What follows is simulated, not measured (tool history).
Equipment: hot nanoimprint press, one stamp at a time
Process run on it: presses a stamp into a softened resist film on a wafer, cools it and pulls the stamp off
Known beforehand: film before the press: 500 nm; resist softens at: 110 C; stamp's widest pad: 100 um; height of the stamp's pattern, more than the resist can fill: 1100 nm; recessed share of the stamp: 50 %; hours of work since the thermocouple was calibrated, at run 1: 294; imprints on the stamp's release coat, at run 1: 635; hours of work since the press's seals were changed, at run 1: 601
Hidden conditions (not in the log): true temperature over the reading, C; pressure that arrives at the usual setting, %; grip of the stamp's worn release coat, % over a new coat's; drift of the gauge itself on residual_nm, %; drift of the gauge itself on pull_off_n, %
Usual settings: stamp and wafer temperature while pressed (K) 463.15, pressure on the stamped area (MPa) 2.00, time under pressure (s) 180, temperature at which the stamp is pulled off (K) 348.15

run	hour	stamp and wafer temperature while pressed (K)	pressure on the stamped area (MPa)	time under pressure (s)	temperature at which the stamp is pulled off (K)	hours of work since the thermocouple was calibrated	imprints on the stamp's release coat	hours of work since the press's seals were changed	resist left under the stamp's widest pad (angstrom)	greatest force while the stamp is pulled off (N)
1	0.0	463.15	2.00	180	348.15	294	635	601	2194	119
2	13.3	463.15	2.00	180	348.15	303	685	610	2206	119
3	29.3	475.15	2.00	180	348.15	314	746	621	1425	116
4	42.5	463.15	2.00	180	335.15	323	795	630	2200	148
# hour 60.0: plate thermocouple calibrated
5	65.8	463.15	2.00	180	335.15	4	872	644	2351	160
6	78.3	463.15	2.00	180	335.15	12	919	652	2323	157
7	101.6	463.15	2.00	180	335.15	28	1007	668	2301	158
8	112.0	463.15	2.00	180	335.15	36	1046	675	2308	152
9	126.1	458.15	2.71	292	335.15	45	1099	685	2038	161
10	137.0	465.15	2.00	195	344.15	53	1141	692	2087	132
11	155.7	455.15	1.28	278	344.15	65	1211	705	3177	137
12	172.7	455.15	1.28	278	344.15	77	1275	717	3213	138

Forecast each of these 4 alternatives for the next run:
A	195.5	459.15	1.28	278	350.15	93	1362	732	?	?
B	195.5	455.15	1.28	326	344.15	93	1362	732	?	?
C	195.5	455.15	1.28	230	350.15	93	1362	732	?	?
D	195.5	451.15	2.00	291	335.15	93	1362	732	?	?

run	resist left under the stamp's widest pad (angstrom)	greatest force while the stamp is pulled off (N)
A	2798	119
B	3030	142
C	3315	121
D	2998	154
With no hidden state in the tool, these same runs would have given:
run	resist left under the stamp's widest pad (angstrom)	greatest force while the stamp is pulled off (N)
A	2818	108
B	3053	129
C	3338	110
D	3010	140
